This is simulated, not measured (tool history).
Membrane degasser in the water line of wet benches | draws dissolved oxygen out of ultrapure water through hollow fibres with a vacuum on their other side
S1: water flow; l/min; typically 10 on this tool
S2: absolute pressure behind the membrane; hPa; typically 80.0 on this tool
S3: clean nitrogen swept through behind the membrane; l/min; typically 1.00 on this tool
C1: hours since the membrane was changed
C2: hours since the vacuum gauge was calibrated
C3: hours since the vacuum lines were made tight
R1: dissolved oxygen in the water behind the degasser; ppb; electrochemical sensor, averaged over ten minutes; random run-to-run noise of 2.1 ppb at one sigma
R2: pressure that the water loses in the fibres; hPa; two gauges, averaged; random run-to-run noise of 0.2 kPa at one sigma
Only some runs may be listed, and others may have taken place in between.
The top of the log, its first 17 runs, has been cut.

run 18 day=42.038 | S1=11 S2=63.5 S3=1.00 | C1=2045 C2=1503 C3=2393 | R1=217.7 R2=511.1
run 19 day=43.508 | S1=11 S2=63.5 S3=1.00 | C1=2080 C2=1539 C3=2428 | R1=214.1 R2=506.9
run 20 day=45.358 | S1=11 S2=189.1 S3=1.00 | C1=2125 C2=1583 C3=2473 | R1=519.5 R2=509.3
run 21 day=47.342 | S1=10 S2=82.3 S3=0.89 | C1=2172 C2=1631 C3=2520 | R1=227.7 R2=464.5
run 22 day=49.925 | S1=10 S2=102.9 S3=1.03 | C1=2234 C2=1693 C3=2582 | R1=254.5 R2=462.9
-- day=50.596 gauge calibrated
run 23 day=52.625 | S1=10 S2=79.6 S3=2.07 | C1=2299 C2=1757 C3=2647 | R1=153.8 R2=452.7
run 24 day=54.312 | S1=10 S2=128.7 S3=1.00 | C1=2340 C2=1798 C3=2688 | R1=314.0 R2=452.7
run 25 day=56.067 | S1=15 S2=75.9 S3=1.00 | C1=2382 C2=1840 C3=2730 | R1=474.2 R2=677.0
run 26 day=59.388 | S1=15 S2=59.9 S3=0.50 | C1=2461 C2=1920 C3=2809 | R1=509.7 R2=680.7
run 27 day=61.129 | S1=7 S2=171.7 S3=0.50 | C1=2503 C2=1961 C3=2851 | R1=447.2 R2=320.8
run 28 day=63.329 | S1=7 S2=171.7 S3=1.45 | C1=2556 C2=2014 C3=2904 | R1=183.8 R2=318.1
run 29 day=65.246 | S1=7 S2=171.7 S3=1.45 | C1=2602 C2=2060 C3=2950 | R1=180.1 R2=319.6
run 30 day=67.904 | S1=9 S2=124.1 S3=2.42 | C1=2666 C2=2124 C3=3014 | R1=146.3 R2=410.1
run 31 day=69.867 | S1=10 S2=80.0 S3=0.50 | C1=2713 C2=2171 C3=3061 | R1=300.9 R2=453.9
run 32 day=71.975 | S1=10 S2=80.0 S3=2.25 | C1=2764 C2=2222 C3=3112 | R1=151.4 R2=457.2

Alternative continuations, all from the tool just after run 32; predict every row:
run A day=74.954 | S1=10 S2=165.7 S3=1.00 | C1=2835 C2=2293 C3=3183 | R1=? R2=?
run B day=74.954 | S1=12 S2=125.4 S3=1.98 | C1=2835 C2=2293 C3=3183 | R1=? R2=?
run C day=74.954 | S1=10 S2=76.1 S3=0.42 | C1=2835 C2=2293 C3=3183 | R1=? R2=?
run D day=74.954 | S1=10 S2=93.6 S3=1.00 | C1=2835 C2=2293 C3=3183 | R1=? R2=?

run=A R1=397.3 R2=457.5
run=B R1=308.4 R2=551.3
run=C R1=317.3 R2=457.5
run=D R1=238.5 R2=456.6
Had the tool no hidden state, the same runs would have come out as:
run=A R1=396.8 R2=451.0
run=B R1=307.9 R2=543.5
run=C R1=316.8 R2=450.9
run=D R1=238.0 R2=450.0

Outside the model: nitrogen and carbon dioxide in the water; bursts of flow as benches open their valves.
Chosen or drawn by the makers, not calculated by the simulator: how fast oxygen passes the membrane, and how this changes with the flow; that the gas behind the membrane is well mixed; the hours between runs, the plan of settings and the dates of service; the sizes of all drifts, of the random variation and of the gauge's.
